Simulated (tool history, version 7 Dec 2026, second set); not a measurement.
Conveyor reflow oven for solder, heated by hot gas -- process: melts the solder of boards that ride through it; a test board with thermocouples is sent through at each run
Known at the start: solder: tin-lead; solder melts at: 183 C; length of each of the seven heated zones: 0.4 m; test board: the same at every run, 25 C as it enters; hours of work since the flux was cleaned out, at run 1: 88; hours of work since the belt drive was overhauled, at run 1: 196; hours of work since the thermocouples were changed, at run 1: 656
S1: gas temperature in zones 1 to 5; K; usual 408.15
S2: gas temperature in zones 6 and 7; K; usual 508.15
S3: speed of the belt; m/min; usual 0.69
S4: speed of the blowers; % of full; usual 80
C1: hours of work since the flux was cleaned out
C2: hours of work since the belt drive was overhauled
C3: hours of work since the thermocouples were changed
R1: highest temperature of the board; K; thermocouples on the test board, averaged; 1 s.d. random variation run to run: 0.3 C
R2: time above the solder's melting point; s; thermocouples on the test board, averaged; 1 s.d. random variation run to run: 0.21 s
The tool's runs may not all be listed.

run,hour,S1,S2,S3,S4,C1,C2,C3,R1,R2
1,0,408.15,508.15,0.69,80,88,196,656,497.15,56
2,21.2,408.15,503.15,0.69,80,99,206,666,492.45,53.1
3,40.2,408.15,503.15,0.69,80,108,215,675,492.25,53.1
4,64.1,408.15,508.15,0.69,80,119,227,687,497.15,55.8
5,79.5,408.15,508.15,0.69,73,126,234,694,494.95,54.1
6,94,408.15,508.15,0.69,73,133,241,701,495.25,54.3
7,104.2,408.15,508.15,0.69,80,138,246,706,496.95,55.4
8,122.7,408.15,508.15,0.69,80,147,255,715,496.35,55.3
9,139.3,408.15,508.15,0.69,80,155,262,722,496.75,55.7
10,151.6,408.15,508.15,0.69,80,161,268,728,496.65,55.6
11,173,408.15,508.15,0.69,80,171,279,738,497.25,55.4
12,195.8,408.15,508.15,0.596,81,182,289,749,500.65,67.9
13,213.3,408.15,508.15,0.786,50,190,298,758,479.45,33.7
14,228.5,408.15,508.15,0.786,50,197,305,765,478.55,34
15,249.4,408.15,508.15,0.655,50,207,315,775,487.15,50
16,261.6,420.15,508.15,0.612,80,213,321,781,500.55,69.4
17,280.8,399.15,509.15,0.69,52,222,330,790,484.65,42.2
18,299.8,408.15,508.15,0.597,89,231,339,799,501.95,68.6
19,313.8,408.15,507.15,0.687,89,238,346,805,497.35,56.4
20,328.9,408.15,507.15,0.687,89,245,353,813,497.35,56.5
21,349.3,408.15,516.15,0.594,89,255,362,822,508.95,71.9

Run by run, hidden condition taken away, random variation retained:
Hidden state present: heat that the gas passes to the board, % of a clean oven's; belt's true speed, % of the reading; true gas temperature in zones 6 and 7 over the reading, C; drift of the gauge itself on peak_c, C; drift of the gauge itself on liquid_s, %.
run,R1,R2
1,495.95,55.5
2,491.25,52.6
3,491.15,52.7
4,496.15,55.5
5,493.95,53.7
6,494.35,53.9
7,496.15,55.1
8,495.55,55.1
9,496.05,55.5
10,495.95,55.4
11,496.75,55.3
12,499.65,67.7
13,479.15,33.7
14,478.35,34.1
15,486.45,49.7
16,499.65,69
17,484.45,42.2
18,501.15,68.6
19,497.15,56.7
20,497.25,56.8
21,508.35,71.8
